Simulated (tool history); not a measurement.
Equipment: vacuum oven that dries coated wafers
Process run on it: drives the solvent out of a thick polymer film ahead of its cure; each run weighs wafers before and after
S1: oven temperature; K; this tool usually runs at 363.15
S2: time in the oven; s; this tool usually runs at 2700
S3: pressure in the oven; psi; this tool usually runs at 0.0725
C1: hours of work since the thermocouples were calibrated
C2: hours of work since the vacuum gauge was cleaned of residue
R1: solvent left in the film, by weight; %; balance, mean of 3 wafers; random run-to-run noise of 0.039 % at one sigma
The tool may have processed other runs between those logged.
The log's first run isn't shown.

run,hour,S1,S2,S3,C1,C2,R1
2,7.4,363.15,2700,0.0725,57,85,1.95
3,15,363.15,2700,0.0725,62,90,1.88
4,25.7,363.15,2700,0.0725,68,96,1.86
5,32.7,351.15,2700,0.0725,73,101,3.99
6,45.7,363.15,2700,0.0996,81,109,1.98
7,61.1,363.15,2700,0.0725,90,118,1.95
8,74,363.15,2700,0.0725,98,126,1.96
9,82.9,363.15,2700,0.0725,103,131,1.97
10,93.1,363.15,2700,0.0725,110,138,1.9
11,109.4,363.15,2700,0.0725,120,148,1.91
12,124.1,363.15,2700,0.0725,129,157,1.92
13,139.9,363.15,2700,0.0725,138,166,1.83
14,146.8,363.15,2700,0.0725,143,171,1.87
15,159.4,371.15,2700,0.0725,150,178,1.06
16,167.6,371.15,2700,0.0725,155,183,0.99
17,174.5,363.15,1560,0.0725,160,188,4.14
18,185.5,363.15,1560,0.0725,166,194,4.28
19,194.3,369.15,2700,0.0558,172,200,1.14

Run 20, settings as shown, results not yet in. Your forecast:
20,211,371.15,1680,0.1691,182,210,?

Run 20 measured R1 2.79 %.
With the hidden condition absent and the run-to-run variation left alone, this run would have shown R1 2.78 %.
